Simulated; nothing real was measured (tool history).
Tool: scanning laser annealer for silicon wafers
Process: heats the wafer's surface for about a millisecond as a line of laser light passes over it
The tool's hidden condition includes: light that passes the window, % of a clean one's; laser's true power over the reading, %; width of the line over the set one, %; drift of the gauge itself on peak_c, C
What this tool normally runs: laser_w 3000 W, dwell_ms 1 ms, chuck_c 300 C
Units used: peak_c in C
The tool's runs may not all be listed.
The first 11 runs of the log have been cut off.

| run | hour | laser_w | dwell_ms | chuck_c | hours of work since the window was cleaned | hours of work since the power meter was calibrated | hours of work since the optics were aligned | peak_c |
|---|---|---|---|---|---|---|---|---|
| 12 | 95.1 | 3000 | 0.79 | 300 | 611 | 224 | 1049 | 930 |
| 13 | 99.8 | 3000 | 0.79 | 300 | 615 | 228 | 1052 | 930 |
| 14 | 109.7 | 3000 | 0.79 | 300 | 622 | 235 | 1059 | 930 |
| 15 | 117.2 | 3000 | 1 | 326 | 627 | 240 | 1065 | 1030 |
| 16 | 123 | 3000 | 1 | 326 | 631 | 244 | 1069 | 1031 |
| 17 | 128.2 | 3000 | 1 | 326 | 635 | 248 | 1072 | 1027 |
| 18 | 136.2 | 3000 | 1.03 | 321 | 641 | 254 | 1078 | 1033 |
| 19 | 144.9 | 2575 | 1.24 | 276 | 647 | 260 | 1084 | 919 |
| 20 | 150.1 | 2575 | 1.24 | 276 | 651 | 264 | 1088 | 920 |
| 21 | 160.4 | 2575 | 1.24 | 280 | 658 | 271 | 1095 | 922 |
| 22 | 168.4 | 2575 | 1.02 | 328 | 664 | 277 | 1101 | 915 |
| 23 | 178.4 | 2771 | 0.82 | 300 | 671 | 284 | 1108 | 874 |
| 24 | 189.6 | 2771 | 0.82 | 300 | 679 | 292 | 1116 | 872 |
| 25 | 200.8 | 2949 | 1 | 301 | 687 | 300 | 1124 | 989 |
| 26 | 206.1 | 2613 | 1 | 302 | 691 | 304 | 1128 | 891 |
| 27 | 212.9 | 2658 | 1.02 | 313 | 696 | 308 | 1133 | 919 |
| 28 | 217.9 | 2658 | 1.02 | 313 | 699 | 312 | 1137 | 922 |
| 29 | 227.5 | 2624 | 0.71 | 300 | 706 | 319 | 1143 | 800 |
| 30 | 232.6 | 3000 | 1 | 337 | 710 | 322 | 1147 | 1039 |
| 31 | 238.9 | 3000 | 1 | 337 | 714 | 327 | 1151 | 1041 |

Here are 5 independent what-if runs from the current tool condition. What would each one return?
| A | 245.3 | 3000 | 1.04 | 300 | 719 | 332 | 1156 | ? |
| B | 245.3 | 2671 | 0.85 | 268 | 719 | 332 | 1156 | ? |
| C | 245.3 | 3000 | 1.07 | 325 | 719 | 332 | 1156 | ? |
| D | 245.3 | 2608 | 1 | 337 | 719 | 332 | 1156 | ? |
| E | 245.3 | 2997 | 1 | 300 | 719 | 332 | 1156 | ? |

| run | peak_c |
|---|---|
| A | 1012 |
| B | 825 |
| C | 1047 |
| D | 922 |
| E | 1002 |
Without the tool's unlogged condition, the same runs would have read:
| run | peak_c |
|---|---|
| A | 1048 |
| B | 853 |
| C | 1083 |
| D | 951 |
| E | 1037 |
